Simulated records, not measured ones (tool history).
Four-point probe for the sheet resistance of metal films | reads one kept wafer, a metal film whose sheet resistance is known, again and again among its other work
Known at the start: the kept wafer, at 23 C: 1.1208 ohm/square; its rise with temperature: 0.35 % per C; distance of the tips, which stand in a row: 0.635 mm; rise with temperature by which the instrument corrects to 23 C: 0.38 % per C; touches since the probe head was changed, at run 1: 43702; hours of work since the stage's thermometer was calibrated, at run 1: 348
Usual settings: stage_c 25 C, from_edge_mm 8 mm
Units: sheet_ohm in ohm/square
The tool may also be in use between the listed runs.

run,hour,stage_c,from_edge_mm,touches since the probe head was changed,hours of work since the stage's thermometer was calibrated,sheet_ohm
1,0.0,25,8,43702,348,1.124268
2,15.5,33,8,44703,360,1.121520
3,34.6,25,8,45939,374,1.124443
4,46.7,25,8,46721,384,1.123431
5,63.7,25,8,47815,397,1.124144
6,79.7,27,8,48850,409,1.123234
7,91.3,27,8,49600,418,1.123327
8,111.2,27,13,50885,434,1.121132
9,120.4,27,13,51478,441,1.121045
10,140.8,18,8,52798,457,1.126318
11,159.0,18,8,53977,471,1.126258
12,167.7,18,8,54537,478,1.126304
13,180.7,32,8,55376,488,1.121848
14,190.1,32,8,55984,495,1.121977
15,202.3,25,8,56773,504,1.124079
16,213.4,34,8,57489,513,1.121607
17,230.1,34,8,58566,526,1.121874
18,250.2,34,8,59868,541,1.121312
19,260.0,34,8,60498,549,1.121228
20,279.6,26,8,61768,564,1.124169
21,296.9,26,8,62881,578,1.124017
22,310.7,26,46,63775,588,1.119645
23,330.1,19,51,65028,603,1.122416
24,339.6,28,64,65645,611,1.119260
25,356.5,28,64,66736,624,1.119249
26,372.3,19,11,67753,636,1.124089
27,392.8,32,7,69077,652,1.123385
28,411.1,32,7,70260,666,1.123223
29,427.8,20,5,71340,679,1.131555
30,443.2,20,5,72333,691,1.131484
31,457.6,20,42,73265,702,1.121900
32,471.4,20,42,74160,713,1.122015
33,491.2,25,7,75437,728,1.124900
34,506.8,26,5,76444,740,1.129364
35,515.8,34,5,77023,747,1.127471
36,529.5,20,7,77911,758,1.126908
37,545.5,28,31,78945,770,1.119280
38,566.0,28,31,80271,786,1.119706
# hour 574.0: new probe head fitted
39,576.1,33,5,141,793,1.127326
40,597.4,21,31,1513,809,1.121596

3 ways to go on from here, each from the tool as it stands after run 40. What would each give?
A,615.3,30,41,2668,823,?
B,615.3,33,45,2668,823,?
C,615.3,24,31,2668,823,?

run,sheet_ohm
A,1.118158
B,1.118145
C,1.121007
Without the tool's hidden state the same runs would have given:
run,sheet_ohm
A,1.118161
B,1.118149
C,1.121011
